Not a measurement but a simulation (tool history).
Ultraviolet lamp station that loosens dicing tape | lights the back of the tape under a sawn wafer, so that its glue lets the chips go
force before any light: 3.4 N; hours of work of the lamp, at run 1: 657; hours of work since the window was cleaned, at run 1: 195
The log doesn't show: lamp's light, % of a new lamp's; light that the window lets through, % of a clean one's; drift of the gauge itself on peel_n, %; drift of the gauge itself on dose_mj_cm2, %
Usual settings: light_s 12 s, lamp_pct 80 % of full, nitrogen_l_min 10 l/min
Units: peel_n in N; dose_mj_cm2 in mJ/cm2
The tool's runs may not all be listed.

run     day  light_s  lamp_pct  nitrogen_l_min  hours of work of the lamp  hours of work since the window was cleaned  peel_n  dose_mj_cm2
  1   0.000       12        80              10                        657                                         195   0.451          318
  2   0.938       12        80              10                        672                                         209   0.456          324
  3   1.788       12        80              10                        685                                         222   0.468          323
  4   2.688       12        80              10                        699                                         236   0.472          320
  5   3.654       12        80              10                        714                                         251   0.463          320
  6   4.579       12        96              10                        728                                         265   0.373          379
  7   5.204       12        96              10                        737                                         275   0.364          377
  8   5.792       12        96              10                        746                                         284   0.364          379
  9   6.958       12        96              10                        764                                         302   0.371          379
 10   7.717       12        96              10                        776                                         313   0.376          375
 11   8.308       12        96              10                        785                                         322   0.380          371
 12   9.162       12        80              10                        798                                         335   0.505          310
 13  10.354       11        80              10                        817                                         354   0.558          280
 14  11.538       11        80              10                        835                                         372   0.562          277
 15  12.188       11        80              10                        845                                         382   0.570          275
 16  12.712       12        80              10                        853                                         390   0.511          301
 17  13.896       12        80               5                        871                                         408   0.746          297
 18  14.525       15        80              17                        881                                         418   0.295          372
 19  15.254        8        70               6                        892                                         429   1.299          171
 20  16.433        8        70               6                        910                                         447   1.307          165
 21  17.054        8        70               6                        920                                         457   1.278          171
     17.175  -- window cleaned of glue's vapour
 22  18.233        8        70               6                        937                                          16   1.368          157
 23  19.096       10        80              10                        951                                          30   0.746          220
 24  20.067       10        75               8                        966                                          44   0.907          210
 25  21.288       22        67               3                        984                                          63   0.671          401
     21.842  -- window cleaned of glue's vapour, once more
 26  22.525       22        67               3                       1003                                          11   0.517          492
 27  23.442       10        98              20                       1017                                          25   0.337          326
 28  24.179       13        74              12                       1029                                          36   0.430          317
 29  25.300       18        80              10                       1046                                          53   0.292          476
 30  25.904       18        80              10                       1055                                          62   0.297          481
 31  26.662       15        89              15                       1067                                          74   0.254          442
 32  27.450        8        69               7                       1079                                          86   1.122          180
 33  28.350       21        69               7                       1093                                         100   0.346          473
 34  28.996       21        69               7                       1103                                         110   0.334          470

5 ways to go on from here, each from the tool as it stands after run 34. What would each give?
  A  29.521       20        80              10                       1111                                         118       ?            ?
  B  29.521       19        80               4                       1111                                         118       ?            ?
  C  29.521       12        86               3                       1111                                         118       ?            ?
  D  29.521       12        68              10                       1111                                         118       ?            ?
  E  29.521       20        62               9                       1111                                         118       ?            ?

run  peel_n  dose_mj_cm2
  A   0.262          516
  B   0.447          482
  C   0.905          334
  D   0.602          263
  E   0.368          402
Without the tool's hidden state the same runs would have given:
run  peel_n  dose_mj_cm2
  A   0.231          623
  B   0.350          582
  C   0.711          403
  D   0.460          317
  E   0.296          485
